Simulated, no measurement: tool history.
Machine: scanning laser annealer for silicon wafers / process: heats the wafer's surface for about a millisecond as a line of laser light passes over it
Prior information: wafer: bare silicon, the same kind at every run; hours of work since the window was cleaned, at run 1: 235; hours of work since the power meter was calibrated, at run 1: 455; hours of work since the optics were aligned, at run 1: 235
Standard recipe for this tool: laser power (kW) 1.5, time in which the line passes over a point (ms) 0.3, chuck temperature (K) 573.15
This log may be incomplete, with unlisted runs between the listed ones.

| run | hour | laser power (kW) | time in which the line passes over a point (ms) | chuck temperature (K) | hours of work since the window was cleaned | hours of work since the power meter was calibrated | hours of work since the optics were aligned | highest temperature of the surface (K) |
|---|---|---|---|---|---|---|---|---|
| 1 | 0 | 1.5 | 0.3 | 573.15 | 235 | 455 | 235 | 1318.15 |
| 2 | 33.8 | 1.5 | 0.3 | 575.15 | 249 | 469 | 249 | 1326.15 |
| 3 | 64.1 | 1.5 | 0.3 | 575.15 | 262 | 482 | 262 | 1323.15 |
| 4 | 89.7 | 1.5 | 0.3 | 575.15 | 272 | 493 | 272 | 1321.15 |
| 5 | 122.7 | 1.5 | 0.267 | 573.15 | 286 | 507 | 286 | 1283.15 |
| 6 | 162.8 | 1.5 | 0.267 | 572.15 | 303 | 524 | 303 | 1278.15 |
| 7 | 192.7 | 1.5 | 0.267 | 572.15 | 316 | 537 | 316 | 1280.15 |
| 8 | 220.6 | 1.5 | 0.267 | 572.15 | 328 | 548 | 328 | 1278.15 |
| 9 | 268.5 | 1.5 | 0.3 | 573.15 | 348 | 569 | 348 | 1314.15 |
| 10 | 291.7 | 1.5 | 0.319 | 573.15 | 358 | 578 | 358 | 1338.15 |
| 11 | 333.8 | 1.5 | 0.3 | 573.15 | 376 | 596 | 376 | 1313.15 |
| 12 | 360.9 | 1.5 | 0.247 | 573.15 | 387 | 608 | 387 | 1254.15 |
| 13 | 380.8 | 1.5 | 0.247 | 573.15 | 395 | 616 | 395 | 1256.15 |
| 14 | 408 | 1.5 | 0.323 | 573.15 | 407 | 628 | 407 | 1340.15 |
| 15 | 440 | 1.5 | 0.323 | 573.15 | 420 | 641 | 420 | 1334.15 |
| 16 | 473.7 | 1.5 | 0.332 | 573.15 | 435 | 655 | 435 | 1346.15 |
| 17 | 513.8 | 1.5 | 0.332 | 573.15 | 452 | 672 | 452 | 1342.15 |
|  | 519.8 | laser's power meter calibrated |
| 18 | 541.8 | 1.581 | 0.318 | 589.15 | 462 | 9 | 462 | 1386.15 |
| 19 | 573.6 | 1.362 | 0.219 | 553.15 | 476 | 23 | 476 | 1138.15 |
| 20 | 595.9 | 1.362 | 0.219 | 553.15 | 485 | 32 | 485 | 1137.15 |
| 21 | 621.5 | 1.5 | 0.325 | 573.15 | 496 | 43 | 496 | 1335.15 |
| 22 | 659.3 | 1.523 | 0.335 | 551.15 | 512 | 59 | 512 | 1332.15 |
| 23 | 680.8 | 1.414 | 0.326 | 551.15 | 521 | 68 | 521 | 1274.15 |
| 24 | 723.2 | 1.5 | 0.211 | 573.15 | 539 | 86 | 539 | 1205.15 |
| 25 | 756.7 | 1.553 | 0.236 | 573.15 | 553 | 100 | 553 | 1252.15 |
|  | 774.5 | laser's power meter calibrated, once more |
| 26 | 794 | 1.377 | 0.353 | 609.15 | 567 | 8 | 567 | 1332.15 |
| 27 | 830.9 | 1.407 | 0.3 | 573.15 | 583 | 24 | 583 | 1262.15 |
| 28 | 863.6 | 1.407 | 0.274 | 546.15 | 597 | 38 | 597 | 1204.15 |
| 29 | 896.4 | 1.407 | 0.274 | 546.15 | 611 | 51 | 611 | 1207.15 |
| 30 | 940.5 | 1.407 | 0.274 | 546.15 | 629 | 70 | 629 | 1203.15 |
| 31 | 967.7 | 1.381 | 0.293 | 548.15 | 641 | 82 | 641 | 1215.15 |
| 32 | 999.6 | 1.355 | 0.259 | 599.15 | 654 | 95 | 654 | 1217.15 |
|  | 1038.3 | window over the wafer cleaned |
| 33 | 1047.9 | 1.478 | 0.3 | 548.15 | 4 | 115 | 674 | 1292.15 |

What differs in the tool's unlogged condition from the final listed run ahead of each entry between runs to the first listed run following it?
In the gap between runs 17 and 18: laser's power meter calibrated (hour 519.8)
  light that passes the window, % of a clean one's: 96.8 -> 96.73; laser's true power over the reading, %: 0.26 -> 0.33; width of the line over the set one, %: 1.8 -> 1.84
  measured result minus the result with no hidden state, highest temperature of the surface (K): -29 -> -30
In the gap between runs 25 and 26: laser's power meter calibrated, once more (hour 774.5)
  light that passes the window, % of a clean one's: 96.07 -> 95.97; laser's true power over the reading, %: 0.37 -> -0.03; width of the line over the set one, %: 2.14 -> 2.19
  measured result minus the result with no hidden state, highest temperature of the surface (K): -31 -> -36
In the gap between runs 32 and 33: window over the wafer cleaned (hour 1038.3)
  light that passes the window, % of a clean one's: 95.37 -> 99.95; laser's true power over the reading, %: 0 -> 0.01; width of the line over the set one, %: 2.47 -> 2.53
  measured result minus the result with no hidden state, highest temperature of the surface (K): -35 -> -10
